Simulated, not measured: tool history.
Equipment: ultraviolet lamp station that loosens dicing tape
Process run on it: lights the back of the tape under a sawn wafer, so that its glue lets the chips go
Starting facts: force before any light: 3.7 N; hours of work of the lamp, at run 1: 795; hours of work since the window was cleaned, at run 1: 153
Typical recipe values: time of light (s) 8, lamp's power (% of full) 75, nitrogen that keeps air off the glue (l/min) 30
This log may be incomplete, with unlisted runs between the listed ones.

| run | hour | time of light (s) | lamp's power (% of full) | nitrogen that keeps air off the glue (l/min) | hours of work of the lamp | hours of work since the window was cleaned | force that peels the tape off (N) | light that reached the tape (mJ/cm²) |
|---|---|---|---|---|---|---|---|---|
| 1 | 0.0 | 8 | 75 | 30 | 795 | 153 | 0.400 | 366 |
| 2 | 18.2 | 8 | 75 | 30 | 809 | 167 | 0.398 | 361 |
| 3 | 38.6 | 8 | 75 | 30 | 824 | 182 | 0.390 | 367 |
| 4 | 52.6 | 8 | 75 | 30 | 835 | 193 | 0.408 | 365 |
| 5 | 65.5 | 8 | 64 | 30 | 845 | 202 | 0.510 | 309 |
| 6 | 78.6 | 8 | 64 | 30 | 854 | 212 | 0.512 | 314 |
| 7 | 106.3 | 8 | 66 | 30 | 875 | 233 | 0.505 | 322 |
| 8 | 122.0 | 8 | 75 | 30 | 887 | 245 | 0.421 | 366 |
| 9 | 146.5 | 8 | 75 | 30 | 906 | 264 | 0.419 | 362 |
|  | 150.8 | window cleaned of glue's vapour |
| 10 | 164.5 | 8 | 75 | 30 | 919 | 10 | 0.400 | 361 |
| 11 | 182.3 | 8 | 75 | 30 | 933 | 24 | 0.407 | 364 |
| 12 | 196.5 | 8 | 75 | 30 | 943 | 35 | 0.411 | 364 |
| 13 | 215.1 | 8 | 75 | 30 | 957 | 49 | 0.406 | 365 |
| 14 | 240.0 | 8 | 75 | 12 | 976 | 68 | 0.655 | 365 |
| 15 | 265.3 | 8 | 75 | 30 | 995 | 87 | 0.415 | 366 |
| 16 | 287.5 | 8 | 75 | 30 | 1012 | 104 | 0.420 | 363 |
| 17 | 300.9 | 8 | 86 | 30 | 1022 | 114 | 0.352 | 420 |
| 18 | 324.1 | 8 | 75 | 30 | 1040 | 131 | 0.405 | 364 |
| 19 | 340.3 | 8 | 75 | 30 | 1052 | 144 | 0.407 | 360 |
| 20 | 359.0 | 8 | 75 | 30 | 1066 | 158 | 0.405 | 368 |
| 21 | 387.2 | 8 | 75 | 30 | 1088 | 179 | 0.384 | 370 |
| 22 | 409.6 | 15 | 94 | 19 | 1105 | 196 | 0.240 | 855 |
| 23 | 425.2 | 11 | 84 | 13 | 1117 | 208 | 0.354 | 563 |
| 24 | 441.0 | 12 | 98 | 25 | 1129 | 220 | 0.235 | 718 |
| 25 | 464.1 | 13 | 87 | 23 | 1146 | 237 | 0.236 | 685 |
| 26 | 488.7 | 13 | 87 | 23 | 1165 | 256 | 0.249 | 691 |
|  | 503.7 | window cleaned of glue's vapour |
| 27 | 508.9 | 5 | 81 | 30 | 1180 | 4 | 0.687 | 243 |
| 28 | 526.1 | 5 | 81 | 30 | 1193 | 17 | 0.718 | 245 |
| 29 | 547.6 | 5 | 81 | 30 | 1209 | 33 | 0.673 | 248 |
| 30 | 562.7 | 5 | 72 | 59 | 1220 | 45 | 0.620 | 218 |
| 31 | 578.1 | 5 | 72 | 59 | 1232 | 56 | 0.606 | 220 |
| 32 | 601.7 | 6 | 62 | 33 | 1250 | 74 | 0.767 | 225 |
| 33 | 622.4 | 6 | 76 | 33 | 1266 | 90 | 0.588 | 281 |
| 34 | 642.7 | 6 | 76 | 33 | 1281 | 105 | 0.566 | 277 |
| 35 | 655.4 | 6 | 76 | 33 | 1291 | 115 | 0.554 | 277 |
| 36 | 683.7 | 6 | 86 | 49 | 1312 | 136 | 0.418 | 313 |
| 37 | 701.1 | 6 | 61 | 10 | 1325 | 149 | 1.305 | 220 |
| 38 | 716.7 | 6 | 85 | 10 | 1337 | 161 | 0.950 | 308 |
| 39 | 743.9 | 7 | 75 | 14 | 1358 | 182 | 0.753 | 324 |
| 40 | 762.9 | 7 | 75 | 14 | 1372 | 196 | 0.743 | 323 |
| 41 | 784.0 | 7 | 75 | 14 | 1388 | 212 | 0.737 | 318 |

Forecast each of these 5 alternatives for the next run:
| A | 804.3 | 6 | 90 | 13 | 1403 | 228 | ? | ? |
| B | 804.3 | 6 | 64 | 23 | 1403 | 228 | ? | ? |
| C | 804.3 | 5 | 75 | 22 | 1403 | 228 | ? | ? |
| D | 804.3 | 7 | 86 | 14 | 1403 | 228 | ? | ? |
| E | 804.3 | 7 | 93 | 12 | 1403 | 228 | ? | ? |

| run | force that peels the tape off (N) | light that reached the tape (mJ/cm²) |
|---|---|---|
| A | 0.754 | 329 |
| B | 0.826 | 232 |
| C | 0.872 | 227 |
| D | 0.624 | 366 |
| E | 0.588 | 391 |
The same runs, with their run-to-run variation unchanged, on a tool lacking any hidden condition would have given:
| run | force that peels the tape off (N) | light that reached the tape (mJ/cm²) |
|---|---|---|
| A | 0.748 | 331 |
| B | 0.820 | 233 |
| C | 0.866 | 228 |
| D | 0.619 | 368 |
| E | 0.584 | 394 |

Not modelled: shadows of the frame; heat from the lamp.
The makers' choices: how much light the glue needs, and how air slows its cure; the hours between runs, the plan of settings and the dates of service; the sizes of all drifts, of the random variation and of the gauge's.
